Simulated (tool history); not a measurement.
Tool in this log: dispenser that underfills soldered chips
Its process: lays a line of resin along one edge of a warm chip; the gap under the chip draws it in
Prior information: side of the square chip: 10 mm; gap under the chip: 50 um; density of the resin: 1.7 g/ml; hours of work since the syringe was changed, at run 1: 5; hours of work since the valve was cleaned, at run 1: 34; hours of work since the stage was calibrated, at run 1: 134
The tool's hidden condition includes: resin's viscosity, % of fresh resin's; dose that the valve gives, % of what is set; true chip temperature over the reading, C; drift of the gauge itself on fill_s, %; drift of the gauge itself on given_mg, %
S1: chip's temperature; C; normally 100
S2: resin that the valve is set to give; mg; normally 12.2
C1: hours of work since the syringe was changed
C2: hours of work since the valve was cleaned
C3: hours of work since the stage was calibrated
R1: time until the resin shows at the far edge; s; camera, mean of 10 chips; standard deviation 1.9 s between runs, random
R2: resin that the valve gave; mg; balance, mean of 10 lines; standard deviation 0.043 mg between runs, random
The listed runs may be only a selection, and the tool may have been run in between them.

run 1 day=0 | S1=100 S2=12.2 | C1=5 C2=34 C3=134 | R1=278.2 R2=11.7
run 2 day=0.138 | S1=100 S2=12.2 | C1=7 C2=37 C3=136 | R1=343.5 R2=11.68
run 3 day=0.275 | S1=100 S2=11.3 | C1=10 C2=39 C3=139 | R1=430.3 R2=10.82
run 4 day=0.358 | S1=100 S2=11.3 | C1=11 C2=41 C3=140 | R1=483.4 R2=10.81
-- day=0.388 new syringe of resin
run 5 day=0.521 | S1=100 S2=11.3 | C1=2 C2=44 C3=143 | R1=234.6 R2=10.82
run 6 day=0.679 | S1=100 S2=11.3 | C1=5 C2=47 C3=146 | R1=293.2 R2=10.73
run 7 day=0.783 | S1=100 S2=15.5 | C1=7 C2=48 C3=148 | R1=324.9 R2=14.71
-- day=0.867 dispensing valve cleaned and set on the balance
run 8 day=0.942 | S1=100 S2=15.5 | C1=9 C2=1 C3=150 | R1=383.1 R2=15.42
-- day=1.096 new syringe of resin
run 9 day=1.154 | S1=100 S2=15.5 | C1=1 C2=5 C3=153 | R1=195.6 R2=15.38
run 10 day=1.354 | S1=100 S2=12.2 | C1=5 C2=9 C3=157 | R1=268.2 R2=12.05
run 11 day=1.538 | S1=100 S2=12.2 | C1=8 C2=12 C3=160 | R1=350.7 R2=11.99
run 12 day=1.638 | S1=100 S2=12.2 | C1=10 C2=14 C3=162 | R1=411.8 R2=11.92
-- day=1.758 new syringe of resin
run 13 day=1.804 | S1=100 S2=12.2 | C1=1 C2=17 C3=165 | R1=192.9 R2=11.95
run 14 day=1.933 | S1=100 S2=12.4 | C1=3 C2=19 C3=167 | R1=235.3 R2=12.14
run 15 day=2.121 | S1=102 S2=12.2 | C1=7 C2=22 C3=171 | R1=300.4 R2=11.82
run 16 day=2.254 | S1=102 S2=12.2 | C1=9 C2=25 C3=173 | R1=358.7 R2=11.95
-- day=2.433 new syringe of resin
run 17 day=2.458 | S1=108 S2=11.1 | C1=0 C2=28 C3=177 | R1=162.3 R2=10.87
run 18 day=2.596 | S1=87 S2=11.1 | C1=3 C2=31 C3=179 | R1=364.2 R2=10.81
run 19 day=2.742 | S1=112 S2=15.1 | C1=6 C2=33 C3=182 | R1=207.6 R2=14.61
run 20 day=2.879 | S1=112 S2=15.1 | C1=8 C2=36 C3=184 | R1=257.1 R2=14.53
run 21 day=3.021 | S1=112 S2=15.1 | C1=11 C2=39 C3=187 | R1=314 R2=14.5
-- day=3.096 new syringe of resin
run 22 day=3.129 | S1=103 S2=14.3 | C1=1 C2=40 C3=189 | R1=177.7 R2=13.73
run 23 day=3.246 | S1=109 S2=12.2 | C1=3 C2=42 C3=191 | R1=183.8 R2=11.75
run 24 day=3.371 | S1=97 S2=12.2 | C1=5 C2=45 C3=193 | R1=309.9 R2=11.63
run 25 day=3.538 | S1=97 S2=12.2 | C1=8 C2=48 C3=196 | R1=389.4 R2=11.64
-- day=3.671 dispensing valve cleaned and set on the balance
run 26 day=3.746 | S1=91 S2=11.1 | C1=11 C2=1 C3=199 | R1=599.5 R2=11.05
-- day=3.804 new syringe of resin
run 27 day=3.942 | S1=91 S2=11.1 | C1=3 C2=5 C3=202 | R1=302.6 R2=11.08
run 28 day=4.104 | S1=91 S2=11.7 | C1=5 C2=8 C3=205 | R1=375.8 R2=11.64
run 29 day=4.254 | S1=91 S2=11.7 | C1=8 C2=10 C3=208 | R1=467.5 R2=11.59
run 30 day=4.417 | S1=91 S2=12.4 | C1=11 C2=13 C3=211 | R1=583 R2=12.19
-- day=4.471 new syringe of resin
run 31 day=4.575 | S1=95 S2=13.1 | C1=2 C2=16 C3=214 | R1=252.4 R2=12.92

Results for each run, recomputed without the tool's hidden state and with each run's random variation untouched:
run=1 R1=183.1 R2=12.15
run=2 R1=185.1 R2=12.15
run=3 R1=188.5 R2=11.28
run=4 R1=187.7 R2=11.29
run=5 R1=187.6 R2=11.34
run=6 R1=185.7 R2=11.28
run=7 R1=178.9 R2=15.47
run=8 R1=178.5 R2=15.49
run=9 R1=178.1 R2=15.49
run=10 R1=181.6 R2=12.18
run=11 R1=182 R2=12.16
run=12 R1=184.4 R2=12.11
run=13 R1=180.9 R2=12.17
run=14 R1=182.6 R2=12.39
run=15 R1=176.5 R2=12.1
run=16 R1=173.5 R2=12.26
run=17 R1=151.5 R2=11.19
run=18 R1=276.7 R2=11.15
run=19 R1=128.4 R2=15.11
run=20 R1=130.1 R2=15.06
run=21 R1=129 R2=15.07
run=22 R1=165.7 R2=14.29
run=23 R1=143.6 R2=12.25
run=24 R1=201.7 R2=12.15
run=25 R1=197.4 R2=12.2
run=26 R1=240.7 R2=11.05
run=27 R1=242.6 R2=11.11
run=28 R1=237.8 R2=11.7
run=29 R1=236.8 R2=11.67
run=30 R1=234 R2=12.31
run=31 R1=211.4 R2=13.08

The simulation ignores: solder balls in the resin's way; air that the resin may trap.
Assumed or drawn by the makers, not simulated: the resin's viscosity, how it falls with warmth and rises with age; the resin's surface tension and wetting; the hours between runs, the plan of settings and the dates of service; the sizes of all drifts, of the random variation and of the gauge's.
